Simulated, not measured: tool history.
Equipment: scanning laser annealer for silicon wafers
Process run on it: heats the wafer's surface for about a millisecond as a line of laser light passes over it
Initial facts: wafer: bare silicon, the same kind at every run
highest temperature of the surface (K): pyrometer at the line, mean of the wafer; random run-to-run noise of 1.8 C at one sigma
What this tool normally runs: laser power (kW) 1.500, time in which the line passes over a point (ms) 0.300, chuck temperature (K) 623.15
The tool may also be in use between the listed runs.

run   hour  laser power (kW)  time in which the line passes over a point (ms)  chuck temperature (K)  highest temperature of the surface (K)
  1    0.0             1.500                                            0.300                 623.15                                 1322.15
  2    8.0             1.500                                            0.300                 623.15                                 1323.15
  3   17.5             1.500                                            0.300                 623.15                                 1326.15
  4   25.7             1.500                                            0.300                 623.15                                 1327.15
  5   35.5             1.500                                            0.300                 623.15                                 1323.15
  6   43.9             1.500                                            0.300                 623.15                                 1322.15
  7   50.7             1.500                                            0.300                 623.15                                 1325.15
  8   59.6             1.500                                            0.300                 623.15                                 1325.15
  9   68.9             1.500                                            0.300                 623.15                                 1324.15
 10   78.4             1.500                                            0.300                 623.15                                 1324.15
 11   86.7             1.500                                            0.300                 623.15                                 1325.15
 12   97.6             1.500                                            0.224                 623.15                                 1225.15
 13  107.3             1.556                                            0.300                 623.15                                 1359.15
 14  112.3             1.556                                            0.300                 623.15                                 1363.15
 15  122.3             1.556                                            0.300                 623.15                                 1359.15
 16  128.1             1.556                                            0.300                 623.15                                 1359.15
 17  132.9             1.556                                            0.300                 623.15                                 1359.15
 18  139.2             1.287                                            0.219                 587.15                                 1077.15
 19  147.5             1.287                                            0.219                 587.15                                 1075.15
 20  155.7             1.634                                            0.346                 588.15                                 1427.15
 21  163.1             1.482                                            0.279                 588.15                                 1252.15
 22  170.6             1.482                                            0.279                 588.15                                 1253.15
 23  179.8             1.482                                            0.279                 588.15                                 1253.15
 24  190.7             1.532                                            0.323                 658.15                                 1408.15
 25  197.7             1.532                                            0.323                 658.15                                 1408.15

What does the tool deliver on the next run?
 26  208.7             1.569                                            0.294                 612.15                                       ?

Run 26 came out at highest temperature of the surface (K) 1347.15.
Were there no unlogged condition in the tool, this run, its random variation unchanged, would have produced highest temperature of the surface (K) 1349.15.
